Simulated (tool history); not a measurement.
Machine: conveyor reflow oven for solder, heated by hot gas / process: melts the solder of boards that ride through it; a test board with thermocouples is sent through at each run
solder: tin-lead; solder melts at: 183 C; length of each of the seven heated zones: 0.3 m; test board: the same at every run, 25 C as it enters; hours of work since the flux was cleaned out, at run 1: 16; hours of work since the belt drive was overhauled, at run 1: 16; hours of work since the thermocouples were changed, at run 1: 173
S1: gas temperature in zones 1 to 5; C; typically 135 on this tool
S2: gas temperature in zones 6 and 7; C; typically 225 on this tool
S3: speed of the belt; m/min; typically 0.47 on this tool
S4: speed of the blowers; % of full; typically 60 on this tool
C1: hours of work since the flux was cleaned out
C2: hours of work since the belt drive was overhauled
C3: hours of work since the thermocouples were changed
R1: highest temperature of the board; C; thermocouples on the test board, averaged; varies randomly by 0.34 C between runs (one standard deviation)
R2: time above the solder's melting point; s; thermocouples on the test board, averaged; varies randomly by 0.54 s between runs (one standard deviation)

{"run": 1, "hour": 0.0, "S1": 135, "S2": 225, "S3": 0.47, "S4": 60, "C1": 16, "C2": 16, "C3": 173, "R1": 200.5, "R2": 36.4}
{"run": 2, "hour": 18.6, "S1": 139, "S2": 225, "S3": 0.47, "S4": 60, "C1": 25, "C2": 25, "C3": 183, "R1": 201.9, "R2": 40.1}
{"run": 3, "hour": 32.7, "S1": 139, "S2": 225, "S3": 0.47, "S4": 60, "C1": 33, "C2": 33, "C3": 190, "R1": 201.3, "R2": 40.4}
{"run": 4, "hour": 50.9, "S1": 139, "S2": 225, "S3": 0.47, "S4": 60, "C1": 42, "C2": 42, "C3": 200, "R1": 201.6, "R2": 40}
{"run": 5, "hour": 64.3, "S1": 135, "S2": 227, "S3": 0.47, "S4": 60, "C1": 49, "C2": 49, "C3": 207, "R1": 202.1, "R2": 40.4}
{"run": 6, "hour": 87.0, "S1": 135, "S2": 225, "S3": 0.47, "S4": 60, "C1": 61, "C2": 61, "C3": 219, "R1": 199.9, "R2": 36}
{"run": 7, "hour": 104.9, "S1": 135, "S2": 225, "S3": 0.47, "S4": 60, "C1": 71, "C2": 71, "C3": 228, "R1": 200.3, "R2": 35.3}
{"run": 8, "hour": 115.1, "S1": 135, "S2": 225, "S3": 0.47, "S4": 60, "C1": 76, "C2": 76, "C3": 234, "R1": 200.1, "R2": 35.4}
{"run": 9, "hour": 133.1, "S1": 135, "S2": 225, "S3": 0.47, "S4": 60, "C1": 86, "C2": 86, "C3": 243, "R1": 200.3, "R2": 36.1}
{"run": 10, "hour": 146.8, "S1": 135, "S2": 225, "S3": 0.47, "S4": 60, "C1": 93, "C2": 93, "C3": 250, "R1": 199.9, "R2": 36.2}
{"run": 11, "hour": 163.0, "S1": 135, "S2": 225, "S3": 0.47, "S4": 60, "C1": 101, "C2": 101, "C3": 259, "R1": 199.7, "R2": 35.4}
{"run": 12, "hour": 174.0, "S1": 135, "S2": 225, "S3": 0.47, "S4": 60, "C1": 107, "C2": 107, "C3": 264, "R1": 199.6, "R2": 36.1}
{"run": 13, "hour": 187.8, "S1": 121, "S2": 225, "S3": 0.47, "S4": 60, "C1": 114, "C2": 114, "C3": 272, "R1": 196.4, "R2": 26.6}
{"run": 14, "hour": 202.9, "S1": 121, "S2": 225, "S3": 0.47, "S4": 60, "C1": 122, "C2": 122, "C3": 280, "R1": 196.3, "R2": 26.6}
{"run": 15, "hour": 218.8, "S1": 138, "S2": 225, "S3": 0.47, "S4": 60, "C1": 131, "C2": 131, "C3": 288, "R1": 200.6, "R2": 37.6}
{"run": 16, "hour": 235.7, "S1": 138, "S2": 225, "S3": 0.443, "S4": 60, "C1": 139, "C2": 139, "C3": 297, "R1": 202.5, "R2": 43.5}
{"run": 17, "hour": 247.3, "S1": 122, "S2": 225, "S3": 0.443, "S4": 51, "C1": 146, "C2": 146, "C3": 303, "R1": 194.4, "R2": 25.8}
{"run": 18, "hour": 263.0, "S1": 135, "S2": 225, "S3": 0.47, "S4": 55, "C1": 154, "C2": 154, "C3": 311, "R1": 196.8, "R2": 31.6}
{"run": 19, "hour": 284.2, "S1": 135, "S2": 225, "S3": 0.47, "S4": 55, "C1": 165, "C2": 165, "C3": 322, "R1": 197.2, "R2": 32.5}
{"run": 20, "hour": 302.0, "S1": 135, "S2": 234, "S3": 0.47, "S4": 83, "C1": 174, "C2": 174, "C3": 332, "R1": 213.6, "R2": 53.1}
{"run": 21, "hour": 315.3, "S1": 135, "S2": 226, "S3": 0.447, "S4": 79, "C1": 181, "C2": 181, "C3": 339, "R1": 208.2, "R2": 49.4}
{"run": 22, "hour": 337.2, "S1": 135, "S2": 226, "S3": 0.447, "S4": 79, "C1": 193, "C2": 193, "C3": 350, "R1": 207.9, "R2": 49.4}
{"run": 23, "hour": 359.7, "S1": 135, "S2": 226, "S3": 0.447, "S4": 79, "C1": 205, "C2": 205, "C3": 362, "R1": 207.2, "R2": 48.9}
{"run": 24, "hour": 382.4, "S1": 135, "S2": 226, "S3": 0.447, "S4": 79, "C1": 217, "C2": 217, "C3": 374, "R1": 207.1, "R2": 49.7}
{"run": 25, "hour": 393.1, "S1": 135, "S2": 223, "S3": 0.447, "S4": 86, "C1": 222, "C2": 222, "C3": 380, "R1": 206.6, "R2": 48.7}
{"run": 26, "hour": 415.4, "S1": 135, "S2": 225, "S3": 0.5, "S4": 74, "C1": 234, "C2": 234, "C3": 391, "R1": 201.6, "R2": 35.9}
{"run": 27, "hour": 434.1, "S1": 134, "S2": 225, "S3": 0.5, "S4": 57, "C1": 244, "C2": 244, "C3": 401, "R1": 194.8, "R2": 24.9}
{"run": 28, "hour": 444.6, "S1": 134, "S2": 225, "S3": 0.451, "S4": 57, "C1": 249, "C2": 249, "C3": 407, "R1": 198.7, "R2": 35.7}
{"run": 29, "hour": 454.8, "S1": 134, "S2": 225, "S3": 0.451, "S4": 57, "C1": 255, "C2": 255, "C3": 412, "R1": 198.4, "R2": 35.3}
{"run": 30, "hour": 467.7, "S1": 131, "S2": 225, "S3": 0.47, "S4": 74, "C1": 261, "C2": 261, "C3": 419, "R1": 202.1, "R2": 38.4}
{"run": 31, "hour": 481.7, "S1": 135, "S2": 225, "S3": 0.454, "S4": 60, "C1": 269, "C2": 269, "C3": 426, "R1": 200.5, "R2": 37.1}

Consider 4 possible next runs. They are alternatives, not a sequence: every one starts from the tool as it was left by run 31. What does each give?
{"run": "A", "hour": 501.8, "S1": 141, "S2": 225, "S3": 0.538, "S4": 60, "C1": 279, "C2": 279, "C3": 437, "R1": "?", "R2": "?"}
{"run": "B", "hour": 501.8, "S1": 135, "S2": 225, "S3": 0.393, "S4": 60, "C1": 279, "C2": 279, "C3": 437, "R1": "?", "R2": "?"}
{"run": "C", "hour": 501.8, "S1": 135, "S2": 239, "S3": 0.454, "S4": 60, "C1": 279, "C2": 279, "C3": 437, "R1": "?", "R2": "?"}
{"run": "D", "hour": 501.8, "S1": 135, "S2": 225, "S3": 0.482, "S4": 73, "C1": 279, "C2": 279, "C3": 437, "R1": "?", "R2": "?"}

run=A R1=194.6 R2=25
run=B R1=205 R2=52.5
run=C R1=210.6 R2=50.5
run=D R1=202 R2=38.1
Without the tool's unlogged condition, the same runs would have read:
run=A R1=196.7 R2=28.4
run=B R1=206.8 R2=55
run=C R1=212.7 R2=52.7
run=D R1=204.2 R2=41.1
